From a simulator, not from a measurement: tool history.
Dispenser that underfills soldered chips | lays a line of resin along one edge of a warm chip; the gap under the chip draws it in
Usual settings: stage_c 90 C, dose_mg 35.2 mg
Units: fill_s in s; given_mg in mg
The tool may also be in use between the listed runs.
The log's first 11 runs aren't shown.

run    day  stage_c  dose_mg  hours of work since the syringe was changed  hours of work since the valve was cleaned  hours of work since the stage was calibrated  fill_s  given_mg
     1.717  -- new syringe of resin
 12  1.717       90     32.3                                            0                                         48                                            95    54.8     31.51
 13  1.812       90     43.6                                            2                                         50                                            97    59.1     42.83
 14  1.996       90     32.4                                            5                                         53                                           100    71.0     31.68
 15  2.167       93     35.2                                            8                                         56                                           104    77.1     34.29
 16  2.262       93     35.2                                           10                                         58                                           105    86.0     34.44
     2.338  -- new syringe of resin
 17  2.412       90     35.0                                            1                                         61                                           108    57.3     33.98
 18  2.612       90     30.2                                            5                                         64                                           112    72.7     29.28
 19  2.704       88     33.3                                            7                                         66                                           113    82.2     32.44
 20  2.896       78     35.3                                           10                                         69                                           117   132.1     34.35
     2.958  -- new syringe of resin
 21  3.025       83     44.8                                            1                                         72                                           119    70.0     43.51
 22  3.138       83     44.8                                            3                                         74                                           121    77.4     43.29
 23  3.358       76     44.8                                            7                                         78                                           125   118.4     43.51
 24  3.458       76     44.8                                            9                                         80                                           127   128.3     43.41
     3.583  -- new syringe of resin
 25  3.675      104     41.8                                            2                                         83                                           131    40.3     40.65
 26  3.896      104     35.2                                            6                                         88                                           135    50.8     33.98
     4.025  -- dispensing valve cleaned and set on the balance
 27  4.025      104     32.6                                            7                                          0                                           137    54.3     32.65
 28  4.192      104     32.6                                           11                                          3                                           140    63.7     32.60
     4.246  -- new syringe of resin
 29  4.371       85     34.8                                            2                                          6                                           143    72.2     34.69
 30  4.504       90     32.4                                            5                                          9                                           145    71.2     32.32
 31  4.604       78     45.2                                            7                                         10                                           147   106.2     45.08
 32  4.767       84     44.8                                           10                                         13                                           150   101.2     44.53
     4.871  -- new syringe of resin
 33  4.967       84     44.8                                            2                                         17                                           153    67.6     44.41
 34  5.067       88     34.2                                            4                                         19                                           155    68.7     34.04
 35  5.162       83     34.1                                            5                                         21                                           157    86.9     33.89
 36  5.342       83     34.1                                            9                                         24                                           160   104.3     33.77

Forecast each of these 4 alternatives for the next run:
     5.492  -- new syringe of resin
  A  5.529       86     37.7                                            1                                         27                                           164       ?         ?
     5.492  -- new syringe of resin
  B  5.529       75     37.6                                            1                                         27                                           164       ?         ?
     5.492  -- new syringe of resin
  C  5.529       89     33.3                                            1                                         27                                           164       ?         ?
     5.492  -- new syringe of resin
  D  5.529      104     41.3                                            1                                         27                                           164       ?         ?

run  fill_s  given_mg
  A    63.1     37.29
  B    86.8     37.18
  C    57.0     32.97
  D    38.8     40.84
Without the tool's hidden state the same runs would have given:
run  fill_s  given_mg
  A    61.7     37.67
  B    85.0     37.56
  C    55.7     33.30
  D    37.9     41.25

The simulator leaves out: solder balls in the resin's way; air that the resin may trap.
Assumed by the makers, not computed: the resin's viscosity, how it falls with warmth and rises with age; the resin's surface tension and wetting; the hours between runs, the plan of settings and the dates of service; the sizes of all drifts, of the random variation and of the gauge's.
